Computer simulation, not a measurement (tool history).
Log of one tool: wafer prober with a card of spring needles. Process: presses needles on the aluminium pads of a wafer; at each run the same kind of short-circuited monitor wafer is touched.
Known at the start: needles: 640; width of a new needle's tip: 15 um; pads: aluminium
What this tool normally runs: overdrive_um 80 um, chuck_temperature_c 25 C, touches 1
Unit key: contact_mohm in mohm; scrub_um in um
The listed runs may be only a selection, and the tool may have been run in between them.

run	day	overdrive_um	chuck_temperature_c	touches	contact_mohm	scrub_um
1	0	80	25	1	182	17.46
# day 0.238: tips cleaned on abrasive film
2	0.467	80	25	1	200	17.36
# day 0.604: tips cleaned on abrasive film
3	0.829	74	25	1	214	15.97
# day 0.958: tips cleaned on abrasive film
4	1.258	74	25	1	232	15.9
# day 1.317: tips cleaned on abrasive film
# day 1.679: tips cleaned on abrasive film
5	1.688	74	25	1	151	15.79
# day 2.038: tips cleaned on abrasive film
6	2.15	74	25	1	188	15.83
# day 2.421: tips cleaned on abrasive film
7	2.512	74	25	1	177	15.71
# day 2.775: tips cleaned on abrasive film
8	3.012	74	25	1	221	15.71
# day 3.125: tips cleaned on abrasive film
9	3.429	74	25	1	235	15.7
# day 3.488: tips cleaned on abrasive film
10	3.817	73	25	1	244	15.37
# day 3.85: tips cleaned on abrasive film
# day 4.2: tips cleaned on abrasive film
11	4.267	73	25	1	172	15.38
# day 4.592: tips cleaned on abrasive film
12	4.633	73	25	1	168	15.35
# day 4.95: tips cleaned on abrasive film
13	5.042	80	124	1	193	16.87
# day 5.308: tips cleaned on abrasive film
# day 5.662: tips cleaned on abrasive film
14	5.688	80	25	1	156	16.92
# day 6.012: tips cleaned on abrasive film
15	6.283	80	25	1	218	16.89
# day 6.367: tips cleaned on abrasive film
16	6.671	80	25	1	228	16.97
# day 6.75: tips cleaned on abrasive film
# day 7.121: tips cleaned on abrasive film
17	7.262	80	25	1	193	16.86
# day 7.488: tips cleaned on abrasive film
18	7.771	80	47	1	230	16.79
# day 7.854: tips cleaned on abrasive film
# day 8.204: tips cleaned on abrasive film
19	8.417	80	52	1	207	16.73
# day 8.55: tips cleaned on abrasive film
20	8.696	84	27	1	195	17.65
# day 8.904: tips cleaned on abrasive film
# day 9.279: tips cleaned on abrasive film
21	9.288	80	25	1	148	16.69
# day 9.633: tips cleaned on abrasive film
22	9.829	73	83	2	204	15.09
# day 9.979: tips cleaned on abrasive film
23	10.183	73	83	2	207	14.97
# day 10.358: tips cleaned on abrasive film
# day 10.742: tips cleaned on abrasive film
24	10.746	80	33	3	146	16.67
# day 11.108: tips cleaned on abrasive film
25	11.212	91	56	1	172	18.91
# day 11.467: tips cleaned on abrasive film
26	11.721	67	85	1	277	13.63
# day 11.825: tips cleaned on abrasive film
27	12.121	67	85	1	283	13.54
# day 12.212: tips cleaned on abrasive film
# day 12.6: tips cleaned on abrasive film
28	12.604	63	25	1	161	12.45
# day 12.979: tips cleaned on abrasive film
29	13.25	64	25	1	307	12.67
# day 13.329: tips cleaned on abrasive film
# day 13.683: tips cleaned on abrasive film
30	13.683	64	25	1	159	12.6
# day 14.046: tips cleaned on abrasive film
31	14.275	64	25	1	287	12.71
# day 14.442: tips cleaned on abrasive film
# day 14.792: tips cleaned on abrasive film
32	14.858	64	60	1	215	12.77
# day 15.025: height of the first contact set anew
# day 15.154: tips cleaned on abrasive film
33	15.488	80	52	1	229	18.11

Some steps in contact_mohm, run to run, broken into two amounts with sign: the step expected even without the hidden condition (settings, incoming material, random variation), and the rest, left for the hidden condition together with whatever gauge scatter is not in both the measured and the hidden-condition-free result:
Hidden conditions of the tool in this case: debris on the tips, nm; way that the needles fall short of the set height, um; tips' diameter, um; drift of the gauge itself on contact_mohm, %; drift of the gauge itself on scrub_um, %.
Run 28 -> 29: overdrive_um 63 -> 64, tips cleaned on abrasive film. contact_mohm +146 mohm: hidden state +142, all else +4.
Run 29 -> 30: tips cleaned on abrasive film, tips cleaned on abrasive film. contact_mohm -148 mohm: hidden state -146, all else -2.
Run 30 -> 31: tips cleaned on abrasive film. contact_mohm +128 mohm: hidden state +127, all else +1.
